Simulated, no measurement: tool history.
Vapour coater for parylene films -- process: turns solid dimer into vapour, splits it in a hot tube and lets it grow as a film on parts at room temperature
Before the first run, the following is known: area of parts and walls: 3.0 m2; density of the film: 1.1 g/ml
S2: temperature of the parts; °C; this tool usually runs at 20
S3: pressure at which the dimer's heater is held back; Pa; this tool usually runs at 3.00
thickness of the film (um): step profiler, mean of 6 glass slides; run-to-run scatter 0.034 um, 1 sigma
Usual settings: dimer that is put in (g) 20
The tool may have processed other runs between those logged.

Run 1, day 0.000: usual settings. Result: thickness of the film (um) 3.29.
Run 2, day 1.396: usual settings. Result: thickness of the film (um) 3.28.
Run 3, day 3.212: usual settings but dimer that is put in (g) 11. Result: thickness of the film (um) 1.83.
Run 4, day 4.779: usual settings but dimer that is put in (g) 11. Result: thickness of the film (um) 1.75.
Run 5, day 6.392: usual settings but dimer that is put in (g) 11. Result: thickness of the film (um) 1.72.
Run 6, day 7.671: usual settings but dimer that is put in (g) 11. Result: thickness of the film (um) 1.73.
Run 7, day 9.133: usual settings but dimer that is put in (g) 11. Result: thickness of the film (um) 1.71.
Run 8, day 10.408: usual settings. Result: thickness of the film (um) 3.08.
Run 9, day 11.479: usual settings. Result: thickness of the film (um) 3.09.
Run 10, day 12.500: usual settings but dimer that is put in (g) 10, S2 27 °C, S3 6.35 Pa. Result: thickness of the film (um) 1.24.
Run 11, day 13.554: usual settings but dimer that is put in (g) 9, S2 27 °C, S3 6.35 Pa. Result: thickness of the film (um) 1.11.
Run 12, day 15.617: usual settings but dimer that is put in (g) 9, S2 27 °C, S3 6.35 Pa. Result: thickness of the film (um) 1.28.
Run 13, day 17.233: usual settings but dimer that is put in (g) 14, S2 23 °C, S3 10.40 Pa. Result: thickness of the film (um) 2.03.
Run 14, day 19.554: usual settings but dimer that is put in (g) 14, S2 23 °C, S3 10.40 Pa. Result: thickness of the film (um) 2.00.
Run 15, day 21.758: usual settings but dimer that is put in (g) 14, S2 22 °C, S3 2.32 Pa. Result: thickness of the film (um) 2.21.
Run 16, day 23.617: usual settings but dimer that is put in (g) 14, S2 22 °C, S3 2.32 Pa. Result: thickness of the film (um) 2.22.
Run 17, day 25.083: usual settings but dimer that is put in (g) 14, S2 22 °C, S3 2.32 Pa. Result: thickness of the film (um) 2.19.

The log once held 1 entry between its listed runs, left out of this copy. Where does each go, and what is different about the tool's unlogged condition between the listed run before it and the listed run after it?
Logged between run 11 and run 12: trap's valve overhauled (day 15.212)
  vapour lost through the trap's worn valve, %: 11.9 -> 1.3; true temperature of the parts over the reading, C: 0.24 -> 0.26
  measured minus no-state result, thickness of the film (um): -0.15 -> -0.03
